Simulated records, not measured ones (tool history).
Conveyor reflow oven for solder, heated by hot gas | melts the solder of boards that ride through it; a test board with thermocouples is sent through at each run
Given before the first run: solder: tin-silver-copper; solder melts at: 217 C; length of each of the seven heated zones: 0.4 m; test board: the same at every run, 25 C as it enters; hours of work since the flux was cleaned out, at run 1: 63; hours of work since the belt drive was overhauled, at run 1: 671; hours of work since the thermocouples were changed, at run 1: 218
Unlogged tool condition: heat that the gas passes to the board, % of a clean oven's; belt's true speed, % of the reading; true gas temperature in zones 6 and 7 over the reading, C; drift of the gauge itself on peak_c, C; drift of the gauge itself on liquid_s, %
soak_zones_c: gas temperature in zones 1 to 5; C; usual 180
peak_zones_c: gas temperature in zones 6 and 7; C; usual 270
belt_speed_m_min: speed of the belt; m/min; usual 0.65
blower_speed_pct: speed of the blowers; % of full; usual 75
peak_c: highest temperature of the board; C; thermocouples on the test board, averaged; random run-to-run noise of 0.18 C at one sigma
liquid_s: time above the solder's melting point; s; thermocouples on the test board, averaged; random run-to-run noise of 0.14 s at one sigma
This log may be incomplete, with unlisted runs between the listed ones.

run,day,soak_zones_c,peak_zones_c,belt_speed_m_min,blower_speed_pct,hours of work since the flux was cleaned out,hours of work since the belt drive was overhauled,hours of work since the thermocouples were changed,peak_c,liquid_s
1,0,180,270,0.65,75,63,671,218,254.9,59.4
2,0.679,180,270,0.65,69,74,682,228,253.2,58.2
3,1.404,180,270,0.522,75,85,694,240,260.7,80
4,2.096,180,270,0.65,69,96,705,251,253.1,58.3
5,2.796,180,270,0.65,69,107,716,262,253.4,58
6,3.338,180,270,0.65,69,116,724,271,253.4,58.3
7,3.946,180,270,0.65,69,126,734,280,253.1,57.8
8,4.792,180,270,0.65,69,139,747,294,253,57.9
9,5.45,180,270,0.65,69,150,758,304,253,57.7
10,6.217,180,270,0.65,75,162,770,316,254.4,59.5
# day 7.125: belt drive overhauled, speed set with a stopwatch
11,7.192,180,270,0.65,75,175,1,329,253.6,57.8
12,7.708,180,270,0.65,75,183,9,337,253.9,57.9
13,8.521,180,270,0.65,75,196,22,350,253.9,57.4
14,9.238,180,270,0.65,75,207,34,362,254,57.8
15,10.029,180,270,0.65,75,220,46,374,253.7,57.6
16,10.517,193,270,0.714,75,228,54,382,253.3,57
17,11.254,192,268,0.758,75,239,66,394,249.4,50.1
18,11.804,192,268,0.758,75,248,74,403,249.7,50.1
19,12.333,192,268,0.758,75,256,83,411,249.5,49.9
20,13.017,168,270,0.65,75,267,94,422,251.3,51.6
# day 13.617: flux residue cleaned out of gas plates and filters
21,13.679,190,280,0.753,88,1,101,429,264.2,58.5
22,14.133,181,280,0.753,88,8,108,436,262.7,54.9
23,14.917,180,278,0.649,75,21,121,449,262.4,63.2
24,15.554,184,262,0.537,75,31,131,459,254.2,74.2
25,16.362,190,270,0.619,75,44,144,472,258.7,68.7
26,16.954,190,270,0.619,75,53,153,481,258.8,68.7
27,17.625,190,270,0.619,75,64,164,492,258.4,68.8
28,18.421,190,270,0.619,75,76,176,505,258.4,68.6
29,19.004,193,283,0.742,60,86,186,514,259.1,56.8
30,19.517,171,270,0.65,75,94,194,522,253.6,54.8

What if the next run were any one of these 4? Each begins from the tool's condition after run 30:
A,20.271,184,270,0.561,63,106,206,534,?,?
B,20.271,180,270,0.65,68,106,206,534,?,?
C,20.271,178,270,0.65,75,106,206,534,?,?
D,20.271,171,275,0.65,75,106,206,534,?,?

run,peak_c,liquid_s
A,257.3,72.2
B,253.1,57.3
C,254.8,57.7
D,257.6,57.5
Stripped of hidden state, with their random variation kept, the same runs would have yielded:
run,peak_c,liquid_s
A,256.2,71.4
B,252.2,56.7
C,253.9,57.2
D,256.8,56.9
